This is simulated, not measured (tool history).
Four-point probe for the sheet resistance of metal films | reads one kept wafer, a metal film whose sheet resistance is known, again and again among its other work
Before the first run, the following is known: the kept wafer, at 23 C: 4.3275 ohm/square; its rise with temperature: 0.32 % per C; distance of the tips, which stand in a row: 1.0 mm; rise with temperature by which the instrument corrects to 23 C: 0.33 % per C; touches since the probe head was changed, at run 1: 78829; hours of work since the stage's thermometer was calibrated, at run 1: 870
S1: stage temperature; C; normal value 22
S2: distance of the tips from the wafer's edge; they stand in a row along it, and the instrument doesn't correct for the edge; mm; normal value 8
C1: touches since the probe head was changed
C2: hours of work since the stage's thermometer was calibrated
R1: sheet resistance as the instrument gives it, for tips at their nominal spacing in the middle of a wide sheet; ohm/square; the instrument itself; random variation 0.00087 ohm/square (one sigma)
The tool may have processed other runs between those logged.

Run 1, hour 0.0: usual settings; C1 78829; C2 870. Result: R1 4.431887 ohm/square.
Run 2, hour 89.7: usual settings; C1 82478; C2 916. Result: R1 4.434448 ohm/square.
Run 3, hour 178.6: usual settings; C1 86095; C2 962. Result: R1 4.436647 ohm/square.
Run 4, hour 223.1: usual settings; C1 87905; C2 985. Result: R1 4.439460 ohm/square.
Run 5, hour 308.3: usual settings; C1 91372; C2 1029. Result: R1 4.440847 ohm/square.
Run 6, hour 358.7: usual settings but S1 26 C; C1 93423; C2 1056. Result: R1 4.439549 ohm/square.
At hour 371.0: new probe head fitted.
Run 7, hour 426.9: usual settings but S2 3 mm; C1 2276; C2 1090. Result: R1 4.572793 ohm/square.
Run 8, hour 475.4: usual settings but S2 17 mm; C1 4251; C2 1115. Result: R1 4.338480 ohm/square.
Run 9, hour 550.2: usual settings but S2 17 mm; C1 7294; C2 1154. Result: R1 4.340641 ohm/square.
Run 10, hour 610.3: usual settings but S2 17 mm; C1 9738; C2 1185. Result: R1 4.343425 ohm/square.
Run 11, hour 696.8: usual settings but S1 31 C, S2 19 mm; C1 13256; C2 1230. Result: R1 4.340327 ohm/square.
At hour 701.8: stage's thermometer calibrated.
Run 12, hour 776.7: usual settings but S1 18 C, S2 5 mm; C1 16490; C2 39. Result: R1 4.435568 ohm/square.
Run 13, hour 854.0: usual settings but S1 18 C, S2 5 mm; C1 19634; C2 79. Result: R1 4.437534 ohm/square.
At hour 861.7: stage's thermometer calibrated, once more.
Run 14, hour 904.1: usual settings but S1 21 C; C1 21654; C2 22. Result: R1 4.378857 ohm/square.
Run 15, hour 949.5: usual settings but S1 31 C; C1 23499; C2 45. Result: R1 4.375437 ohm/square.
Run 16, hour 989.0: usual settings but S1 26 C, S2 23 mm; C1 25108; C2 66. Result: R1 4.347741 ohm/square.
Run 17, hour 1077.9: usual settings but S1 26 C, S2 23 mm; C1 28725; C2 112. Result: R1 4.349017 ohm/square.

What if the next run were any one of these 5? Each begins from the tool's condition after run 17:
Run A, hour 1164.5: usual settings but S1 21 C, S2 11 mm; C1 32249; C2 157. Result: R1 ?.
Run B, hour 1164.5: usual settings but S2 4 mm; C1 32249; C2 157. Result: R1 ?.
Run C, hour 1164.5: usual settings but S2 7 mm; C1 32249; C2 157. Result: R1 ?.
Run D, hour 1164.5: usual settings but S1 25 C, S2 13 mm; C1 32249; C2 157. Result: R1 ?.
Run E, hour 1164.5: usual settings but S1 32 C, S2 25 mm; C1 32249; C2 157. Result: R1 ?.

run        R1
  A  4.369514
  B  4.491363
  C  4.397297
  D  4.362942
  E  4.350038
Without the tool's hidden state the same runs would have given:
run        R1
  A  4.347495
  B  4.468783
  C  4.375153
  D  4.340972
  E  4.328160

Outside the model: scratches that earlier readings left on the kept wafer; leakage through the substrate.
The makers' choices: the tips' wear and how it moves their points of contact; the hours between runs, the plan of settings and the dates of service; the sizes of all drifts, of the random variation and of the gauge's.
